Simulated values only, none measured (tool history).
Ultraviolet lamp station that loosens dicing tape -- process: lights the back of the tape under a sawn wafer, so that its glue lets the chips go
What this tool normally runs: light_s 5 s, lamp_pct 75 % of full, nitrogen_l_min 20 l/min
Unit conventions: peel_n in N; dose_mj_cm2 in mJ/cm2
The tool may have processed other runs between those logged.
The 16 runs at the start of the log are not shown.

run,hour,light_s,lamp_pct,nitrogen_l_min,peel_n,dose_mj_cm2
17,792,3,75,20,1.087,257
18,824.9,5,75,20,0.532,423
19,858,5,75,20,0.557,411
20,890.8,5,75,20,0.581,399
21,942.2,5,75,20,0.619,385
22,997.7,5,75,20,0.653,364
23,1048.9,4,96,15,0.742,359
# hour 1055.9: window cleaned of glue's vapour
24,1081.6,4,96,15,0.566,421
25,1113.3,2,77,15,1.998,164
26,1155.2,4,77,7,1.19,320
27,1229.8,4,96,10,0.809,373
28,1288.3,3,88,12,1.403,248

Forecast run 29:
29,1325.7,3,88,12,?,?

peel_n: 1.414 N
dose_mj_cm2: 238 mJ/cm2
On a tool with no hidden condition, and with the same random variation, this run would have come out at peel_n 0.763 N, dose_mj_cm2 373 mJ/cm2.
